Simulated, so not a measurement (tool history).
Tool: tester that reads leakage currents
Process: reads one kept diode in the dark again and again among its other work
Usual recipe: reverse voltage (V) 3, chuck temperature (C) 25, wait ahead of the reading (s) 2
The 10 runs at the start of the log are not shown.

run	hour	reverse voltage (V)	chuck temperature (C)	wait ahead of the reading (s)	hours of work since the probe card was cleaned	hours of work since the tester was calibrated	hours of work since the chuck was calibrated	current that the tester gives (pA)
11	266	3	25	2	108	890	1432	148.16
12	301.6	3	25	1.13	131	913	1455	147.79
13	333.6	3	25	1.13	152	934	1475	148
14	362.8	3	25	1.13	170	952	1494	146.13
15	394.1	3	25	1.13	190	972	1514	147.29
16	418.8	3	25	1.13	206	988	1530	147.36
17	438.7	3	25	1.13	219	1001	1543	146.3
18	474.9	3	25	1.13	242	1024	1566	146.64
19	502	3	25	1.13	259	1042	1583	147.3
20	521.6	5.46	25	2	272	1054	1596	189.74
21	547.2	9.67	58	1.03	288	1071	1612	2435.24
22	566.7	13.69	22	0.75	301	1083	1625	222.57
23	584.8	1.67	25	3.31	312	1095	1636	114.31
24	604.6	2.54	51	2	325	1107	1649	874.69
25	640.6	2.54	51	2	348	1130	1672	875.39
26	677.5	3	46	2	372	1154	1696	674.51
27	701.7	6.76	59	3.34	387	1169	1711	2221.78
28	718.6	10.66	25	1.41	398	1180	1722	251.02
29	748.5	2.49	25	0.89	417	1199	1741	134.47
30	784.5	2.49	25	0.89	440	1222	1764	135.2
31	805	1.9	28	0.89	453	1236	1777	150.6
32	825.9	1.89	27	0.81	467	1249	1791	138.4
33	853.7	1.89	27	0.81	485	1267	1808	138.8
34	870.2	3.48	27	0.81	495	1277	1819	181.08

The next listed run, before its measurement:
35	886.4	1.51	25	0.46	506	1288	1829	?

current that the tester gives (pA): 108.53
If the tool had no hidden condition, the same run with the same run-to-run variation would have returned current that the tester gives (pA) 118.04.
